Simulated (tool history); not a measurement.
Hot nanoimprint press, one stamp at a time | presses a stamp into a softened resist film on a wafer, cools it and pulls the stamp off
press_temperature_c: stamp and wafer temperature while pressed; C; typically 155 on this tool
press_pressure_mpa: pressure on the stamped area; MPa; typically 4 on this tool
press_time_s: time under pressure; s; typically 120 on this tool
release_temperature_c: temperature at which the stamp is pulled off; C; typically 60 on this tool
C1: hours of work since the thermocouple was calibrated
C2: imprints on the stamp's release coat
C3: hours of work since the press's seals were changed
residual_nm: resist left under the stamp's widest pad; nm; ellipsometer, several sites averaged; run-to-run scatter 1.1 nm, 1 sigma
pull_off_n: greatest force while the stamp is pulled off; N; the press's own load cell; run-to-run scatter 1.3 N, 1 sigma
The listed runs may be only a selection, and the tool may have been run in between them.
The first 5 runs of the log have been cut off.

run 6 hour=56.8 | press_temperature_c=155 press_pressure_mpa=4 press_time_s=120 release_temperature_c=61 | C1=215 C2=30 C3=295 | residual_nm=148.4 pull_off_n=214
run 7 hour=75.8 | press_temperature_c=155 press_pressure_mpa=4 press_time_s=175 release_temperature_c=61 | C1=223 C2=88 C3=304 | residual_nm=125.5 pull_off_n=217
run 8 hour=89.9 | press_temperature_c=155 press_pressure_mpa=4 press_time_s=175 release_temperature_c=61 | C1=229 C2=131 C3=310 | residual_nm=125.8 pull_off_n=217
run 9 hour=99.8 | press_temperature_c=155 press_pressure_mpa=4 press_time_s=128 release_temperature_c=61 | C1=234 C2=161 C3=314 | residual_nm=142.6 pull_off_n=219
run 10 hour=119.3 | press_temperature_c=155 press_pressure_mpa=4 press_time_s=120 release_temperature_c=54 | C1=242 C2=220 C3=322 | residual_nm=148.3 pull_off_n=232
run 11 hour=133.6 | press_temperature_c=155 press_pressure_mpa=4 press_time_s=120 release_temperature_c=54 | C1=248 C2=263 C3=328 | residual_nm=148.1 pull_off_n=231
run 12 hour=143.3 | press_temperature_c=157 press_pressure_mpa=4 press_time_s=120 release_temperature_c=54 | C1=252 C2=293 C3=332 | residual_nm=130.8 pull_off_n=234
run 13 hour=162.5 | press_temperature_c=157 press_pressure_mpa=4 press_time_s=120 release_temperature_c=54 | C1=260 C2=351 C3=340 | residual_nm=130.5 pull_off_n=236
run 14 hour=181.5 | press_temperature_c=157 press_pressure_mpa=4 press_time_s=120 release_temperature_c=54 | C1=268 C2=409 C3=348 | residual_nm=130.2 pull_off_n=236
run 15 hour=190 | press_temperature_c=166 press_pressure_mpa=4 press_time_s=120 release_temperature_c=60 | C1=272 C2=435 C3=352 | residual_nm=80.1 pull_off_n=222
run 16 hour=198.5 | press_temperature_c=151 press_pressure_mpa=3.19 press_time_s=120 release_temperature_c=60 | C1=275 C2=461 C3=355 | residual_nm=201.6 pull_off_n=224
run 17 hour=207.4 | press_temperature_c=154 press_pressure_mpa=3.32 press_time_s=88 release_temperature_c=51 | C1=279 C2=488 C3=359 | residual_nm=187.6 pull_off_n=242
-- hour=222.6 stamp cleaned and given a new release coat
run 18 hour=226 | press_temperature_c=155 press_pressure_mpa=2.52 press_time_s=212 release_temperature_c=60 | C1=284 C2=10 C3=365 | residual_nm=143.7 pull_off_n=216
run 19 hour=240.4 | press_temperature_c=155 press_pressure_mpa=2.52 press_time_s=212 release_temperature_c=60 | C1=291 C2=54 C3=371 | residual_nm=142.8 pull_off_n=216
run 20 hour=256.6 | press_temperature_c=155 press_pressure_mpa=2.79 press_time_s=212 release_temperature_c=68 | C1=297 C2=103 C3=378 | residual_nm=136.3 pull_off_n=201
run 21 hour=271.7 | press_temperature_c=155 press_pressure_mpa=2.79 press_time_s=72 release_temperature_c=46 | C1=304 C2=149 C3=384 | residual_nm=209.9 pull_off_n=244
run 22 hour=282.5 | press_temperature_c=163 press_pressure_mpa=4 press_time_s=214 release_temperature_c=60 | C1=308 C2=182 C3=388 | residual_nm=72.6 pull_off_n=220
run 23 hour=294.4 | press_temperature_c=151 press_pressure_mpa=5.42 press_time_s=120 release_temperature_c=60 | C1=313 C2=218 C3=393 | residual_nm=159.2 pull_off_n=221
run 24 hour=305.9 | press_temperature_c=149 press_pressure_mpa=4 press_time_s=120 release_temperature_c=60 | C1=318 C2=253 C3=398 | residual_nm=201.2 pull_off_n=219
run 25 hour=323.6 | press_temperature_c=147 press_pressure_mpa=4 press_time_s=94 release_temperature_c=60 | C1=326 C2=306 C3=406 | residual_nm=244 pull_off_n=223
run 26 hour=338 | press_temperature_c=155 press_pressure_mpa=4 press_time_s=112 release_temperature_c=60 | C1=332 C2=350 C3=412 | residual_nm=147.4 pull_off_n=222
run 27 hour=357.7 | press_temperature_c=155 press_pressure_mpa=3.59 press_time_s=231 release_temperature_c=60 | C1=340 C2=410 C3=420 | residual_nm=114.8 pull_off_n=223

For run 28, what comes out?
run 28 hour=370 | press_temperature_c=155 press_pressure_mpa=2.69 press_time_s=231 release_temperature_c=64 | C1=345 C2=447 C3=425 | residual_nm=? pull_off_n=?

{"run 28": {"residual_nm": 133, "pull_off_n": 218}}
Minus the tool's unlogged condition, the same run would have read residual_nm 142.6 nm, pull_off_n 212 N.
